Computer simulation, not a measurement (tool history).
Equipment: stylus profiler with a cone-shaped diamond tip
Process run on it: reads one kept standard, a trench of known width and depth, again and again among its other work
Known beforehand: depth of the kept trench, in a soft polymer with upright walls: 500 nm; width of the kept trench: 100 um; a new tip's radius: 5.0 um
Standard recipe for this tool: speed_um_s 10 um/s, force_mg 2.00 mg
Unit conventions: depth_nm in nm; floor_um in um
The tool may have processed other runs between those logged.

{"run": 1, "hour": 0.0, "speed_um_s": 10, "force_mg": 2.0, "depth_nm": 504.18, "floor_um": 95.43}
{"run": 2, "hour": 30.3, "speed_um_s": 10, "force_mg": 2.0, "depth_nm": 504.37, "floor_um": 95.42}
{"run": 3, "hour": 47.1, "speed_um_s": 10, "force_mg": 2.0, "depth_nm": 504.22, "floor_um": 95.44}
{"run": 4, "hour": 75.6, "speed_um_s": 10, "force_mg": 2.0, "depth_nm": 504.35, "floor_um": 95.39}
{"run": 5, "hour": 99.6, "speed_um_s": 2, "force_mg": 2.0, "depth_nm": 504.36, "floor_um": 95.4}
{"run": 6, "hour": 133.5, "speed_um_s": 2, "force_mg": 2.0, "depth_nm": 504.35, "floor_um": 95.39}
{"run": 7, "hour": 164.7, "speed_um_s": 2, "force_mg": 2.0, "depth_nm": 504.24, "floor_um": 95.37}
{"run": 8, "hour": 186.5, "speed_um_s": 2, "force_mg": 2.0, "depth_nm": 504.24, "floor_um": 95.34}
{"run": 9, "hour": 203.1, "speed_um_s": 10, "force_mg": 2.0, "depth_nm": 504.3, "floor_um": 95.3}
{"run": 10, "hour": 234.9, "speed_um_s": 10, "force_mg": 2.0, "depth_nm": 504.21, "floor_um": 95.29}
{"run": 11, "hour": 257.4, "speed_um_s": 10, "force_mg": 2.0, "depth_nm": 504.32, "floor_um": 95.3}
{"run": 12, "hour": 274.1, "speed_um_s": 10, "force_mg": 3.82, "depth_nm": 506.28, "floor_um": 95.27}
{"run": 13, "hour": 307.4, "speed_um_s": 10, "force_mg": 2.23, "depth_nm": 504.75, "floor_um": 95.21}
{"run": 14, "hour": 341.3, "speed_um_s": 10, "force_mg": 2.23, "depth_nm": 504.7, "floor_um": 95.23}
{"run": 15, "hour": 365.4, "speed_um_s": 14, "force_mg": 0.95, "depth_nm": 502.53, "floor_um": 95.22}
{"run": 16, "hour": 388.9, "speed_um_s": 14, "force_mg": 0.95, "depth_nm": 502.46, "floor_um": 95.15}
{"run": 17, "hour": 414.4, "speed_um_s": 14, "force_mg": 0.95, "depth_nm": 502.35, "floor_um": 95.1}
{"run": 18, "hour": 442.9, "speed_um_s": 14, "force_mg": 0.88, "depth_nm": 502.25, "floor_um": 95.17}
{"run": 19, "hour": 475.3, "speed_um_s": 5, "force_mg": 1.34, "depth_nm": 502.9, "floor_um": 95.14}
{"run": 20, "hour": 502.9, "speed_um_s": 5, "force_mg": 1.34, "depth_nm": 503.36, "floor_um": 95.12}
{"run": 21, "hour": 526.8, "speed_um_s": 10, "force_mg": 1.51, "depth_nm": 503.17, "floor_um": 95.09}
{"run": 22, "hour": 560.4, "speed_um_s": 3, "force_mg": 2.25, "depth_nm": 504.37, "floor_um": 95.07}
{"run": 23, "hour": 580.4, "speed_um_s": 2, "force_mg": 0.77, "depth_nm": 502.26, "floor_um": 95.07}
{"run": 24, "hour": 598.9, "speed_um_s": 17, "force_mg": 1.2, "depth_nm": 502.79, "floor_um": 95.04}
{"run": 25, "hour": 632.2, "speed_um_s": 30, "force_mg": 2.08, "depth_nm": 504.32, "floor_um": 94.99}
{"run": 26, "hour": 657.5, "speed_um_s": 10, "force_mg": 2.94, "depth_nm": 505.24, "floor_um": 95.0}
{"run": 27, "hour": 673.2, "speed_um_s": 10, "force_mg": 2.94, "depth_nm": 505.49, "floor_um": 94.95}

A few steps of depth_nm between consecutive runs. Split each: what settings, incoming material and random variation would produce without the hidden state, and what is left over for the hidden state, along with gauge scatter present in only one of the two compared results (measured, and without hidden state):
Hidden state present: radius of the tip, um; height scale over the true one, %; drift of the gauge itself on depth_nm, %; drift of the gauge itself on floor_um, %.
Run 6 -> 7: nothing adjusted, nothing logged. depth_nm -0.11 nm: hidden state -0.02, all else -0.09.
Run 9 -> 10: nothing adjusted, nothing logged. depth_nm -0.09 nm: hidden state -0.02, all else -0.07.
Run 14 -> 15: speed_um_s 10 -> 14, force_mg 2.23 -> 0.95. depth_nm -2.17 nm: hidden state +0.00, all else -2.17.
Run 22 -> 23: speed_um_s 3 -> 2, force_mg 2.25 -> 0.77. depth_nm -2.11 nm: hidden state -0.01, all else -2.10.
